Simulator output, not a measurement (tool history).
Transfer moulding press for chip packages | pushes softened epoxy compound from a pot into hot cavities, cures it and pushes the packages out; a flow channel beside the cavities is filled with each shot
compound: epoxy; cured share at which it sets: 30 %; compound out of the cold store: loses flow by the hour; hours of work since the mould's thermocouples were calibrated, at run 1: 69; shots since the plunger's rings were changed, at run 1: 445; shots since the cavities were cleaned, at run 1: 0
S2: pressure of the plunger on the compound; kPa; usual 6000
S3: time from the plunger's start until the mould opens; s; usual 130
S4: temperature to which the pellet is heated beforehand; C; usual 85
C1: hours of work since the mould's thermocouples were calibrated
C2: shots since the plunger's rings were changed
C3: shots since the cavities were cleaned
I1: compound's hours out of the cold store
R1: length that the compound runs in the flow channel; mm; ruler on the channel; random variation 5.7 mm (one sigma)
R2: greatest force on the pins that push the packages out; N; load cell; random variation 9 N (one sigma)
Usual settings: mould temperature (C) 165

Run 1, hour 0: usual settings; C1 69; C2 445; C3 0; I1 36.7. Result: R1 592 mm, R2 403 N.
Run 2, hour 39: usual settings; C1 88; C2 739; C3 294; I1 38.3. Result: R1 578 mm, R2 505 N.
Run 3, hour 69.4: usual settings; C1 103; C2 968; C3 523; I1 43.2. Result: R1 565 mm, R2 511 N.
Run 4, hour 92.6: usual settings but mould temperature (C) 166; C1 114; C2 1143; C3 698; I1 46.6. Result: R1 556 mm, R2 524 N.
Run 5, hour 113: usual settings but mould temperature (C) 172; C1 124; C2 1297; C3 852; I1 34.5. Result: R1 566 mm, R2 524 N.
At hour 129.1: cavities cleaned with cleaning compound and waxed.
Run 6, hour 133.2: usual settings but mould temperature (C) 172; C1 133; C2 1438; C3 31; I1 45.5. Result: R1 548 mm, R2 368 N.
Run 7, hour 151.9: usual settings; C1 142; C2 1579; C3 172; I1 43.6. Result: R1 553 mm, R2 432 N.
Run 8, hour 190.5: usual settings but S4 90 C; C1 161; C2 1870; C3 463; I1 44.1. Result: R1 561 mm, R2 524 N.
Run 9, hour 226: usual settings but S4 90 C; C1 178; C2 2138; C3 731; I1 37.5. Result: R1 570 mm, R2 541 N.
At hour 256.3: cavities cleaned with cleaning compound and waxed.
Run 10, hour 256.3: usual settings; C1 192; C2 2355; C3 0; I1 43.1. Result: R1 545 mm, R2 385 N.
Run 11, hour 274.8: usual settings; C1 201; C2 2494; C3 139; I1 9.9. Result: R1 621 mm, R2 444 N.
Run 12, hour 310.5: usual settings; C1 218; C2 2763; C3 408; I1 40.5. Result: R1 548 mm, R2 490 N.
Run 13, hour 326.7: usual settings; C1 226; C2 2886; C3 531; I1 25.9. Result: R1 580 mm, R2 531 N.
Run 14, hour 358.8: usual settings; C1 242; C2 3128; C3 773; I1 27.4. Result: R1 586 mm, R2 581 N.
At hour 383.7: cavities cleaned with cleaning compound and waxed.
Run 15, hour 388.4: usual settings; C1 256; C2 3339; C3 35; I1 12.3. Result: R1 609 mm, R2 420 N.
Run 16, hour 423: usual settings but S4 77 C; C1 272; C2 3600; C3 296; I1 28.8. Result: R1 579 mm, R2 468 N.
Run 17, hour 447.7: usual settings but mould temperature (C) 166; C1 284; C2 3786; C3 482; I1 25.8. Result: R1 571 mm, R2 491 N.
Run 18, hour 469.2: usual settings but mould temperature (C) 161, S3 164 s; C1 295; C2 3948; C3 644; I1 28.9. Result: R1 582 mm, R2 534 N.
Run 19, hour 498.8: usual settings but mould temperature (C) 158, S2 6090 kPa, S3 132 s; C1 309; C2 4172; C3 868; I1 20.8. Result: R1 611 mm, R2 820 N.
At hour 513.4: cavities cleaned with cleaning compound and waxed.
Run 20, hour 520.3: usual settings but mould temperature (C) 158, S2 6090 kPa, S3 132 s; C1 319; C2 4323; C3 52; I1 8.5. Result: R1 632 mm, R2 631 N.
At hour 531.2: plunger's sealing rings changed.
Run 21, hour 545.8: usual settings but mould temperature (C) 158, S2 6090 kPa, S3 132 s; C1 330; C2 110; C3 225; I1 31.4. Result: R1 636 mm, R2 653 N.
Run 22, hour 571.3: usual settings but mould temperature (C) 164, S3 154 s, S4 77 C; C1 342; C2 302; C3 417; I1 32.2. Result: R1 603 mm, R2 470 N.
Run 23, hour 608.7: usual settings but mould temperature (C) 172, S2 5110 kPa, S4 81 C; C1 361; C2 584; C3 699; I1 17.4. Result: R1 565 mm, R2 492 N.
Run 24, hour 626.4: usual settings but mould temperature (C) 168, S4 93 C; C1 369; C2 717; C3 832; I1 17.1. Result: R1 620 mm, R2 517 N.
At hour 642.7: cavities cleaned with cleaning compound and waxed.
Run 25, hour 666.4: usual settings but mould temperature (C) 172, S4 78 C; C1 388; C2 1008; C3 179; I1 19.2. Result: R1 604 mm, R2 403 N.
Run 26, hour 698.7: usual settings but mould temperature (C) 172, S3 158 s; C1 403; C2 1251; C3 422; I1 17.9. Result: R1 609 mm, R2 464 N.
Run 27, hour 734.4: usual settings but mould temperature (C) 167, S2 6820 kPa, S3 147 s; C1 421; C2 1520; C3 691; I1 27.3. Result: R1 636 mm, R2 497 N.

Forecast each of these 4 alternatives for the next run:
Run A, hour 754.3: usual settings but mould temperature (C) 170; C1 430; C2 1671; C3 842; I1 43.2. Result: R1 ?, R2 ?.
Run B, hour 754.3: usual settings but mould temperature (C) 167, S2 4740 kPa, S3 152 s, S4 93 C; C1 430; C2 1671; C3 842; I1 39.3. Result: R1 ?, R2 ?.
Run C, hour 754.3: usual settings but mould temperature (C) 167, S2 6820 kPa, S3 142 s, S4 91 C; C1 430; C2 1671; C3 842; I1 39.1. Result: R1 ?, R2 ?.
Run D, hour 754.3: usual settings but mould temperature (C) 167, S2 6820 kPa, S3 147 s, S4 78 C; C1 430; C2 1671; C3 842; I1 15.8. Result: R1 ?, R2 ?.

run   R1   R2
  A  550  529
  B  507  526
  C  607  510
  D  642  514
Without the tool's hidden state the same runs would have given:
run   R1   R2
  A  567  379
  B  523  376
  C  627  366
  D  663  369
